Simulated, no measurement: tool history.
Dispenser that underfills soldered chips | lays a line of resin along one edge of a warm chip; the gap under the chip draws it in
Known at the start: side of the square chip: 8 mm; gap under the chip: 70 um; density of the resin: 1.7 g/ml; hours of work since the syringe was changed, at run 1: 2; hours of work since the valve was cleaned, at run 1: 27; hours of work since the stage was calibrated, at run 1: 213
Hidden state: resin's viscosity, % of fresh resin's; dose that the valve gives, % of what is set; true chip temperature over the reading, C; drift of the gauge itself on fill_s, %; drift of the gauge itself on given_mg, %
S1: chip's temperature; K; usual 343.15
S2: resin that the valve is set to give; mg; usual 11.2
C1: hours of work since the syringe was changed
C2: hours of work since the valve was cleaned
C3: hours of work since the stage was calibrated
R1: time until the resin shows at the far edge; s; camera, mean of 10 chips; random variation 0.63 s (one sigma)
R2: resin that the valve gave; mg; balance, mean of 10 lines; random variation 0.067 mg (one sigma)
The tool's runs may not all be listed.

| run | hour | S1 | S2 | C1 | C2 | C3 | R1 | R2 |
|---|---|---|---|---|---|---|---|---|
| 1 | 0 | 343.15 | 11.2 | 2 | 27 | 213 | 61.2 | 11.1 |
| 2 | 6.8 | 343.15 | 11.2 | 7 | 32 | 218 | 74.5 | 10.91 |
|  | 9.8 | new syringe of resin |
| 3 | 15.6 | 343.15 | 11.2 | 5 | 39 | 225 | 69.3 | 10.9 |
|  | 21.8 | new syringe of resin |
| 4 | 24.3 | 343.15 | 11.2 | 2 | 45 | 231 | 61.9 | 10.85 |
| 5 | 31.9 | 345.15 | 11.2 | 8 | 51 | 237 | 71.9 | 10.81 |
|  | 34.2 | new syringe of resin |
| 6 | 38.8 | 357.15 | 11.2 | 4 | 56 | 242 | 32.9 | 10.83 |
| 7 | 44.6 | 338.15 | 10.5 | 8 | 61 | 247 | 102.4 | 10.21 |
|  | 46.5 | new syringe of resin |
| 8 | 50.3 | 337.15 | 13.8 | 3 | 65 | 251 | 85 | 13.26 |
| 9 | 54.7 | 337.15 | 11.7 | 6 | 68 | 254 | 97.8 | 11.29 |
|  | 58.5 | new syringe of resin |
| 10 | 63.4 | 354.15 | 12.3 | 4 | 75 | 261 | 38.4 | 11.69 |
|  | 70.5 | new syringe of resin |
| 11 | 70.8 | 354.15 | 12.3 | 0 | 80 | 266 | 34.1 | 11.78 |

Some steps in R1 between neighbouring runs. How much of each would the tool show without its hidden state too (settings, what came in, random variation), and how much is left for the hidden state, with any gauge scatter that isn't in both results?
Run 6 -> 7: S1 357.15 -> 338.15, S2 11.2 -> 10.5. R1 +69.5 s: hidden state +24.9, all else +44.6.
